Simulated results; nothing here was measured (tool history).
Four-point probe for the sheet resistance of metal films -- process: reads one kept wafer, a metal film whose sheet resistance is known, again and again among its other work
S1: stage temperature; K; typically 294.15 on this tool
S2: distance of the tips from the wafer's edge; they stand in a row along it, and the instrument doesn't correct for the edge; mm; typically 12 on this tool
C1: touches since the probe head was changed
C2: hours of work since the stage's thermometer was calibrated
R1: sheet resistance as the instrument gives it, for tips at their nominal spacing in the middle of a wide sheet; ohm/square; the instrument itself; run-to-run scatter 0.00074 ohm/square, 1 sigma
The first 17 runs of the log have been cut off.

run 18 hour=326.6 | S1=299.15 S2=12 | C1=85570 C2=509 | R1=3.729251
run 19 hour=347.9 | S1=299.15 S2=12 | C1=86842 C2=526 | R1=3.730202
run 20 hour=366.9 | S1=299.15 S2=12 | C1=87970 C2=540 | R1=3.730806
run 21 hour=386.4 | S1=294.15 S2=12 | C1=89134 C2=555 | R1=3.730334
run 22 hour=400.8 | S1=294.15 S2=12 | C1=89993 C2=566 | R1=3.732427
run 23 hour=428.8 | S1=295.15 S2=12 | C1=91657 C2=587 | R1=3.732257
run 24 hour=447.4 | S1=295.15 S2=12 | C1=92769 C2=602 | R1=3.730964
run 25 hour=467.0 | S1=295.15 S2=12 | C1=93935 C2=616 | R1=3.731598
run 26 hour=486.4 | S1=306.15 S2=20 | C1=95089 C2=631 | R1=3.728782
run 27 hour=499.6 | S1=308.15 S2=32 | C1=95879 C2=641 | R1=3.727745
run 28 hour=517.4 | S1=308.15 S2=32 | C1=96935 C2=655 | R1=3.726329
run 29 hour=532.9 | S1=300.15 S2=12 | C1=97861 C2=667 | R1=3.732323
run 30 hour=548.5 | S1=293.15 S2=4 | C1=98791 C2=678 | R1=3.759376
run 31 hour=567.2 | S1=293.15 S2=4 | C1=99906 C2=693 | R1=3.759947
run 32 hour=590.7 | S1=299.15 S2=8 | C1=101303 C2=711 | R1=3.737411
run 33 hour=614.0 | S1=294.15 S2=72 | C1=102690 C2=728 | R1=3.729891
run 34 hour=639.9 | S1=294.15 S2=72 | C1=104236 C2=748 | R1=3.730317
run 35 hour=664.0 | S1=294.15 S2=72 | C1=105670 C2=766 | R1=3.730467
run 36 hour=680.1 | S1=296.15 S2=49 | C1=106630 C2=779 | R1=3.730553
run 37 hour=699.6 | S1=296.15 S2=49 | C1=107791 C2=794 | R1=3.729984
run 38 hour=727.6 | S1=299.15 S2=6 | C1=109462 C2=815 | R1=3.744043
run 39 hour=748.6 | S1=299.15 S2=6 | C1=110709 C2=831 | R1=3.743828
run 40 hour=766.9 | S1=299.15 S2=6 | C1=111802 C2=845 | R1=3.744520

Run 41 is up next; what results do you expect?
run 41 hour=790.0 | S1=299.15 S2=6 | C1=113179 C2=862 | R1=?

Run 41 gave R1 3.744382 ohm/square.
Minus the tool's unlogged condition, the same run would have read R1 3.734660 ohm/square.

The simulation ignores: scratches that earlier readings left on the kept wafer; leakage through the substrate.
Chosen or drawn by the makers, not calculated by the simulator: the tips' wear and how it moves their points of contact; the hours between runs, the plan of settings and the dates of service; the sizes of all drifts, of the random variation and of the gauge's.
